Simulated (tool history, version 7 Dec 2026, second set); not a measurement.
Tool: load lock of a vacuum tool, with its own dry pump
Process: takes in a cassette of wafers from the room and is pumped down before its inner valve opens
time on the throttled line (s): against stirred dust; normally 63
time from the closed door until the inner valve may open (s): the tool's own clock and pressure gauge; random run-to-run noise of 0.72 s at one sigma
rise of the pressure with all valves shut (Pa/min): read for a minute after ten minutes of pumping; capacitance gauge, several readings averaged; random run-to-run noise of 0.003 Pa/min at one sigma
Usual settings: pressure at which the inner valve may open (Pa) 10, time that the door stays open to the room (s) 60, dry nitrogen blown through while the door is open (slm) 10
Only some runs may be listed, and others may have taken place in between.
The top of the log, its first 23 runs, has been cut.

run	hour	time on the throttled line (s)	pressure at which the inner valve may open (Pa)	time that the door stays open to the room (s)	dry nitrogen blown through while the door is open (slm)	incoming humidity of the room's air, %	time from the closed door until the inner valve may open (s)	rise of the pressure with all valves shut (Pa/min)
24	2034.0	63	11	164	10	42.6	109.1	0.186
25	2130.7	63	11	164	10	46.1	109.1	0.189
26	2242.9	50	10	158	5	47.9	99.9	0.201
27	2333.5	68	7	49	24	44.9	116.0	0.141
28	2382.9	115	10	27	4	44.3	148.0	0.142
29	2470.1	105	11	127	43	45.1	139.9	0.157
30	2570.0	63	18	33	10	45.8	107.0	0.149
31	2635.1	63	18	33	10	44.6	106.6	0.144
32	2703.7	63	18	33	10	46.3	104.7	0.156
33	2755.4	63	18	33	10	44.4	107.3	0.152
34	2842.7	63	18	33	10	39.9	105.0	0.157
35	2956.8	83	8	226	9	47.6	126.4	0.233
36	3030.5	32	13	60	10	42.9	85.6	0.169

Alternative continuations, all from the tool just after run 36; predict every row:
A	3088.7	37	13	60	10	48.7	?	?
B	3088.7	32	13	60	17	44.9	?	?
C	3088.7	81	10	119	10	45.0	?	?

run	time from the closed door until the inner valve may open (s)	rise of the pressure with all valves shut (Pa/min)
A	89.1	0.177
B	85.8	0.169
C	124.4	0.191
The same runs, with their run-to-run variation unchanged, on a tool lacking any hidden condition would have given:
run	time from the closed door until the inner valve may open (s)	rise of the pressure with all valves shut (Pa/min)
A	88.0	0.041
B	84.7	0.036
C	123.4	0.055
